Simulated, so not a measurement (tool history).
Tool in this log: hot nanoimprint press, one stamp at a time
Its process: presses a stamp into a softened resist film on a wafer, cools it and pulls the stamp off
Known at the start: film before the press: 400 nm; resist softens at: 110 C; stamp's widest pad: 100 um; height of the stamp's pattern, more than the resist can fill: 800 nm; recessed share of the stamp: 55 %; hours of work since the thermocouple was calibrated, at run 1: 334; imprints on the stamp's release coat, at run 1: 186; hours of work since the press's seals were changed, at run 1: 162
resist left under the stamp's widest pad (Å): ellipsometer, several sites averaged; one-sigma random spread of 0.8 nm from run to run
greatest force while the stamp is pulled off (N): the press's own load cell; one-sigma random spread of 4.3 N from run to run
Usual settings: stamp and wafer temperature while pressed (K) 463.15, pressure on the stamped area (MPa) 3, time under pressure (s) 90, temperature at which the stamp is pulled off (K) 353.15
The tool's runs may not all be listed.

run    day  stamp and wafer temperature while pressed (K)  pressure on the stamped area (MPa)  time under pressure (s)  temperature at which the stamp is pulled off (K)  hours of work since the thermocouple was calibrated  imprints on the stamp's release coat  hours of work since the press's seals were changed  resist left under the stamp's widest pad (Å)  greatest force while the stamp is pulled off (N)
  1      0                                         463.15                                   3                       90                                            353.15                                                  334                                   186                                                 162                                          1708                                               221
  2  0.262                                         463.15                                   3                       90                                            353.15                                                  337                                   200                                                 166                                          1692                                               205
  3  0.596                                         463.15                                   3                       90                                            354.15                                                  341                                   218                                                 170                                          1683                                               210
  4  0.904                                         463.15                                   3                       90                                            354.15                                                  345                                   235                                                 173                                          1705                                               205
  5  1.188                                         463.15                                   3                       90                                            354.15                                                  349                                   251                                                 177                                          1682                                               201
  6  1.412                                         463.15                                   3                       90                                            354.15                                                  351                                   263                                                 180                                          1698                                               195
  7  1.875                                         463.15                                   3                       90                                            354.15                                                  357                                   289                                                 185                                          1697                                               212
  8  2.183                                         463.15                                   3                       90                                            354.15                                                  361                                   306                                                 189                                          1690                                               207
     2.404  -- plate thermocouple calibrated
  9  2.575                                         463.15                                   3                       90                                            353.15                                                    2                                   320                                                 192                                          1700                                               213
 10  2.896                                         463.15                                   3                       90                                            353.15                                                    6                                   338                                                 196                                          1696                                               217
 11  3.304                                         463.15                                   3                       90                                            353.15                                                   11                                   361                                                 201                                          1697                                               210
 12  3.604                                         463.15                                   3                       90                                            342.15                                                   15                                   377                                                 205                                          1701                                               279
 13  3.804                                         463.15                                   3                       90                                            342.15                                                   17                                   388                                                 207                                          1705                                               267
 14  4.121                                         463.15                                   3                       90                                            342.15                                                   21                                   406                                                 211                                          1689                                               264
 15  4.529                                         463.15                                   3                      173                                            353.15                                                   26                                   428                                                 216                                          1304                                               206
 16  4.746                                         463.15                                   3                      173                                            353.15                                                   29                                   440                                                 219                                          1278                                               210
 17  5.075                                         457.15                                   3                       58                                            352.15                                                   33                                   458                                                 223                                          2542                                               214
 18  5.379                                         457.15                                   3                       58                                            352.15                                                   36                                   475                                                 226                                          2559                                               216
 19  5.838                                         463.15                                4.49                       90                                            353.15                                                   42                                   500                                                 232                                          1428                                               211
 20  6.275                                         463.15                                4.49                       90                                            353.15                                                   47                                   524                                                 237                                          1413                                               217
 21  6.675                                         463.15                                4.49                       90                                            353.15                                                   52                                   546                                                 242                                          1436                                               208
 22    6.9                                         463.15                                 2.5                       90                                            355.15                                                   55                                   559                                                 245                                          1835                                               202
 23  7.262                                         470.15                                 2.5                       90                                            349.15                                                   59                                   579                                                 249                                          1355                                               229
 24  7.471                                         470.15                                 2.5                       90                                            349.15                                                   62                                   590                                                 252                                          1347                                               230
 25  7.754                                         453.15                                   3                       90                                            343.15                                                   65                                   606                                                 255                                          2593                                               258
 26  8.133                                         466.15                                   3                       50                                            351.15                                                   70                                   627                                                 260                                          1884                                               230
 27  8.458                                         457.15                                   3                      120                                            353.15                                                   74                                   644                                                 264                                          1996                                               214
 28  8.708                                         467.15                                   3                      120                                            353.15                                                   77                                   658                                                 267                                          1243                                               211
 29  8.946                                         467.15                                   3                      120                                            353.15                                                   80                                   671                                                 270                                          1259                                               217

Take each entry between the runs: how does the hidden state at the last listed run before it differ from the hidden state at the first listed run after it?
Runs 8 to 9: plate thermocouple calibrated (day 2.404)
  true temperature over the reading, C: 0.02 -> 0

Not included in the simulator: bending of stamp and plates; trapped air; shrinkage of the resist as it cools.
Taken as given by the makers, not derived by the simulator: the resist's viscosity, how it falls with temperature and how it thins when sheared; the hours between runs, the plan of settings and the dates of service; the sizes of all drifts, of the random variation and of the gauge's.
